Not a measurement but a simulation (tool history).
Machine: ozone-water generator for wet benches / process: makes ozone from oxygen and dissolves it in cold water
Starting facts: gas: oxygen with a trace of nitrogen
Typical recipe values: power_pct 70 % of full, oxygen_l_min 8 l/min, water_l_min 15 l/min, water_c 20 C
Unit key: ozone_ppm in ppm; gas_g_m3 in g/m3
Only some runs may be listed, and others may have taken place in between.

run,day,power_pct,oxygen_l_min,water_l_min,water_c,ozone_ppm,gas_g_m3
1,0,70,8,15,20,38.2,237.4
2,2.104,70,8,15,20,37.6,237.8
3,3.929,70,8,15,20,37.9,238.4
4,5.354,70,8,15,20,37.3,238.3
5,7.317,56,8,15,20,31.5,200.1
6,9.475,56,8,15,20,32.1,200.8
7,10.829,56,8,15,20,31.8,196.7
8,12.742,56,8,15,20,32.4,202.2
9,14.933,56,8,15,20,31.6,200.4
# day 15.117: water thermometer calibrated
10,16.95,70,8,22,19,28.9,238.6
11,17.875,58,4.97,11,13,47.9,260.4
12,19.983,80,6.23,14,26,39.9,295.4
13,21.917,80,6.23,14,26,39.6,296.7
14,23.521,70,8.1,24,20,26.5,234.8

The same runs without the tool's hidden state, with the same run-to-run variation:
The hidden state here: yield of the discharge, % of new electrodes'; contactor's efficiency, % of a clean one's; true water temperature over the reading, C; drift of the gauge itself on ozone_ppm, %; drift of the gauge itself on gas_g_m3, %.
run,ozone_ppm
1,39
2,38.4
3,38.8
4,38.2
5,32.3
6,32.9
7,32.7
8,33.2
9,32.5
10,30
11,49
12,41
13,40.8
14,27.6
gas_g_m3 without the hidden state stays within 1.1 g/m3 of what was measured, in all runs.
